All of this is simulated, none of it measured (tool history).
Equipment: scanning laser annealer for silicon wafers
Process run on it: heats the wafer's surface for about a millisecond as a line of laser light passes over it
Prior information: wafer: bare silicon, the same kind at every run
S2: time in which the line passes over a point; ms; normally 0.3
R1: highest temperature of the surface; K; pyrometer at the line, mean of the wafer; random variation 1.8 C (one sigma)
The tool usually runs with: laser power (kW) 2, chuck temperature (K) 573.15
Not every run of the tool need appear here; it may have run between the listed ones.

Run 1, hour 0: usual settings. Result: R1 1272.15 K.
Run 2, hour 60: usual settings. Result: R1 1268.15 K.
Run 3, hour 141: usual settings. Result: R1 1268.15 K.
Run 4, hour 206.1: usual settings. Result: R1 1264.15 K.
At hour 251.8: optics aligned, line set to its width.
Run 5, hour 287.3: usual settings. Result: R1 1250.15 K.
Run 6, hour 326.3: usual settings. Result: R1 1250.15 K.
Run 7, hour 375.1: usual settings. Result: R1 1248.15 K.
Run 8, hour 457.7: usual settings. Result: R1 1247.15 K.
Run 9, hour 535.3: usual settings. Result: R1 1247.15 K.
At hour 575.6: window over the wafer cleaned.
Run 10, hour 587.7: usual settings. Result: R1 1260.15 K.
Run 11, hour 628: usual settings but laser power (kW) 2.118, S2 0.327 ms, chuck temperature (K) 557.15. Result: R1 1331.15 K.
Run 12, hour 693.5: usual settings but laser power (kW) 2.113, chuck temperature (K) 557.15. Result: R1 1292.15 K.
Run 13, hour 733.6: usual settings but laser power (kW) 2.113, chuck temperature (K) 557.15. Result: R1 1291.15 K.
At hour 781.7: optics aligned, line set to its width, once more.
Run 14, hour 793.8: usual settings but laser power (kW) 1.963, S2 0.304 ms, chuck temperature (K) 557.15. Result: R1 1263.15 K.
Run 15, hour 848.8: usual settings but laser power (kW) 1.996, S2 0.347 ms, chuck temperature (K) 606.15. Result: R1 1387.15 K.
Run 16, hour 894.1: usual settings but laser power (kW) 1.764, S2 0.242 ms, chuck temperature (K) 609.15. Result: R1 1153.15 K.
Run 17, hour 980: usual settings but laser power (kW) 1.764, S2 0.242 ms, chuck temperature (K) 609.15. Result: R1 1144.15 K.
Run 18, hour 1065.8: usual settings but laser power (kW) 1.913, S2 0.312 ms, chuck temperature (K) 555.15. Result: R1 1243.15 K.
Run 19, hour 1138.5: usual settings but laser power (kW) 1.932, S2 0.253 ms, chuck temperature (K) 598.15. Result: R1 1213.15 K.

Alternative continuations, all from the tool just after run 19; predict every row:
Run A, hour 1215.1: usual settings but laser power (kW) 1.932, S2 0.278 ms, chuck temperature (K) 554.15. Result: R1 ?.
Run B, hour 1215.1: usual settings but laser power (kW) 1.766, S2 0.296 ms, chuck temperature (K) 612.15. Result: R1 ?.
Run C, hour 1215.1: usual settings but chuck temperature (K) 555.15. Result: R1 ?.

run       R1
  A  1207.15
  B  1214.15
  C  1266.15
With the hidden condition removed and each run's random variation left untouched, the same runs would have given:
run       R1
  A  1220.15
  B  1226.15
  C  1280.15

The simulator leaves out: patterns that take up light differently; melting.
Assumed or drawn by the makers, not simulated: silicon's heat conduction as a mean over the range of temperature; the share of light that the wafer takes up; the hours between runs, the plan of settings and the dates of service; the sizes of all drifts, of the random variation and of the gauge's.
